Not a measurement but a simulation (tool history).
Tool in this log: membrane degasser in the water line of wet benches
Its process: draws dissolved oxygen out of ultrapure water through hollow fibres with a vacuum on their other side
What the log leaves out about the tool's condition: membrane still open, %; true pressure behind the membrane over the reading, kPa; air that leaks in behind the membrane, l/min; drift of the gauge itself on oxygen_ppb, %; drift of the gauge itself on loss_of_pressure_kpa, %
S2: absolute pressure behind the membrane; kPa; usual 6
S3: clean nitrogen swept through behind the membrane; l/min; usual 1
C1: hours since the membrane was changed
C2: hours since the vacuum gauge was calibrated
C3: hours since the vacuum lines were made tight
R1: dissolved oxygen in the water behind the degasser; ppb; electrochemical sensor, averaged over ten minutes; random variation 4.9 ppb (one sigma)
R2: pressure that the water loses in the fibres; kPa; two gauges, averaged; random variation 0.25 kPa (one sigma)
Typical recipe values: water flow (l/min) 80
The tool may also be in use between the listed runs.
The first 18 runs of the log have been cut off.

{"run": 19, "hour": 931.2, "water flow (l/min)": 80, "S2": 4.99, "S3": 1.28, "C1": 2091, "C2": 2543, "C3": 3429, "R1": 349.3, "R2": 67.29}
{"run": 20, "hour": 969.5, "water flow (l/min)": 80, "S2": 4.99, "S3": 1.28, "C1": 2130, "C2": 2581, "C3": 3467, "R1": 352.8, "R2": 67.25}
{"run": 21, "hour": 1021.2, "water flow (l/min)": 101, "S2": 5.28, "S3": 2.37, "C1": 2181, "C2": 2633, "C3": 3519, "R1": 475.5, "R2": 85}
{"hour": 1026.3, "done": "vacuum gauge calibrated"}
{"run": 22, "hour": 1086.4, "water flow (l/min)": 101, "S2": 5.28, "S3": 2.37, "C1": 2246, "C2": 60, "C3": 3584, "R1": 476.1, "R2": 84.19}
{"run": 23, "hour": 1126.7, "water flow (l/min)": 101, "S2": 5.28, "S3": 2.37, "C1": 2286, "C2": 100, "C3": 3624, "R1": 486.3, "R2": 84.67}
{"run": 24, "hour": 1158.5, "water flow (l/min)": 101, "S2": 5.28, "S3": 2.37, "C1": 2318, "C2": 132, "C3": 3656, "R1": 480.9, "R2": 84.67}
{"run": 25, "hour": 1211.5, "water flow (l/min)": 83, "S2": 8.95, "S3": 1, "C1": 2371, "C2": 185, "C3": 3709, "R1": 901.7, "R2": 69.76}
{"run": 26, "hour": 1261.4, "water flow (l/min)": 51, "S2": 5.04, "S3": 1.92, "C1": 2421, "C2": 235, "C3": 3759, "R1": 136.2, "R2": 42.92}
{"run": 27, "hour": 1293.1, "water flow (l/min)": 55, "S2": 5.74, "S3": 0.52, "C1": 2453, "C2": 267, "C3": 3791, "R1": 445.3, "R2": 46.38}
{"run": 28, "hour": 1343.5, "water flow (l/min)": 55, "S2": 5.74, "S3": 0.52, "C1": 2503, "C2": 317, "C3": 3841, "R1": 451.7, "R2": 46.27}
{"run": 29, "hour": 1387.7, "water flow (l/min)": 66, "S2": 4.62, "S3": 2.7, "C1": 2547, "C2": 361, "C3": 3885, "R1": 154.9, "R2": 55.27}
{"hour": 1431.1, "done": "vacuum gauge calibrated, once more"}
{"run": 30, "hour": 1442.5, "water flow (l/min)": 94, "S2": 7.15, "S3": 0.94, "C1": 2602, "C2": 11, "C3": 3939, "R1": 791.9, "R2": 79.13}
{"run": 31, "hour": 1494.2, "water flow (l/min)": 94, "S2": 7.15, "S3": 0.64, "C1": 2653, "C2": 63, "C3": 3991, "R1": 933.6, "R2": 78.83}
{"run": 32, "hour": 1544.4, "water flow (l/min)": 80, "S2": 4.55, "S3": 1, "C1": 2703, "C2": 113, "C3": 4041, "R1": 314.3, "R2": 67.68}
{"run": 33, "hour": 1575.7, "water flow (l/min)": 104, "S2": 8.09, "S3": 0.75, "C1": 2735, "C2": 145, "C3": 4073, "R1": 1132.6, "R2": 87.5}

Each row is a separate what-if for the run after 33, all from the same tool condition, not one after another. Results?
{"run": "A", "hour": 1618.2, "water flow (l/min)": 61, "S2": 4.33, "S3": 2.01, "C1": 2777, "C2": 187, "C3": 4115, "R1": "?", "R2": "?"}
{"run": "B", "hour": 1618.2, "water flow (l/min)": 114, "S2": 10.35, "S3": 0.59, "C1": 2777, "C2": 187, "C3": 4115, "R1": "?", "R2": "?"}
{"run": "C", "hour": 1618.2, "water flow (l/min)": 52, "S2": 5.28, "S3": 0.96, "C1": 2777, "C2": 187, "C3": 4115, "R1": "?", "R2": "?"}

run=A R1=122.7 R2=51.18
run=B R1=1732.5 R2=95.98
run=C R1=228.8 R2=43.71
Had the tool no hidden state, the same runs would have come out as:
run=A R1=119.5 R2=50.5
run=B R1=1729.4 R2=94.72
run=C R1=227.8 R2=43.13

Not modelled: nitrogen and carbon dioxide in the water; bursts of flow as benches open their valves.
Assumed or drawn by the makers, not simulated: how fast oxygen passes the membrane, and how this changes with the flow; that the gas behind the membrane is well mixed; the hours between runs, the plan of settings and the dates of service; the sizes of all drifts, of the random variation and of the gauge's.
